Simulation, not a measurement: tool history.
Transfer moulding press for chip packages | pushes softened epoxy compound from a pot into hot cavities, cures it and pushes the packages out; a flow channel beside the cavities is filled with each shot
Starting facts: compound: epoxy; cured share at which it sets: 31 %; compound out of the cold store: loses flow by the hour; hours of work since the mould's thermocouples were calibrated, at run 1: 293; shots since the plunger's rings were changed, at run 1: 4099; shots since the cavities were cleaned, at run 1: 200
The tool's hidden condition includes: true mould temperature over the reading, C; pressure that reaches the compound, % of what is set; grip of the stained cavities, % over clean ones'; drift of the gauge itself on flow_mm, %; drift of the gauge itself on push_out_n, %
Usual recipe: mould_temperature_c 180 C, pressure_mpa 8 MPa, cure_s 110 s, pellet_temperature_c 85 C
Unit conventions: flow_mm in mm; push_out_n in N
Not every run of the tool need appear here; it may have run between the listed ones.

run,day,mould_temperature_c,pressure_mpa,cure_s,pellet_temperature_c,hours of work since the mould's thermocouples were calibrated,shots since the plunger's rings were changed,shots since the cavities were cleaned,incoming compound's hours out of the cold store,flow_mm,push_out_n
1,0,180,8,110,85,293,4099,200,26.6,588,396
# day 0.446: plunger's sealing rings changed
2,0.854,180,8,110,85,303,84,355,13.4,680,448
3,1.525,180,8,110,85,312,223,494,39.6,591,444
# day 1.812: cavities cleaned with cleaning compound and waxed
4,2.117,180,8,110,85,319,334,63,45,569,315
5,2.817,180,8,110,85,328,479,208,43.6,572,362
6,3.412,180,8,110,85,336,603,332,13.1,677,452
7,4.146,180,8,110,85,346,755,484,11.6,680,496
# day 4.483: cavities cleaned with cleaning compound and waxed
8,4.688,180,8,110,85,352,855,43,11.6,679,317
9,5.05,180,8,110,85,357,930,118,40.1,578,339
10,5.483,180,8,110,85,362,1020,208,14.9,662,396
11,6.104,180,8,110,85,371,1149,337,35,589,412
12,6.671,180,8,110,84,378,1267,455,43.3,563,432
13,7.042,180,8,129,85,383,1344,532,39,572,350
# day 7.162: cavities cleaned with cleaning compound and waxed
14,7.454,180,8,129,85,387,1416,60,41.5,564,253
15,8.004,180,8,124,76,395,1530,174,31.9,595,306
16,8.796,180,9.56,124,76,405,1695,339,24,687,359
17,9.146,180,8,92,85,410,1768,412,47.3,547,614

Expected results for the next run?
# day 9.867: cavities cleaned with cleaning compound and waxed
18,9.883,186,8,92,85,419,1908,4,30.3,?,?

flow_mm: 580 mm
push_out_n: 267 N
Take away the tool's hidden state, keep the run-to-run variation as it was, and the same run would have given flow_mm 602 mm, push_out_n 255 N.
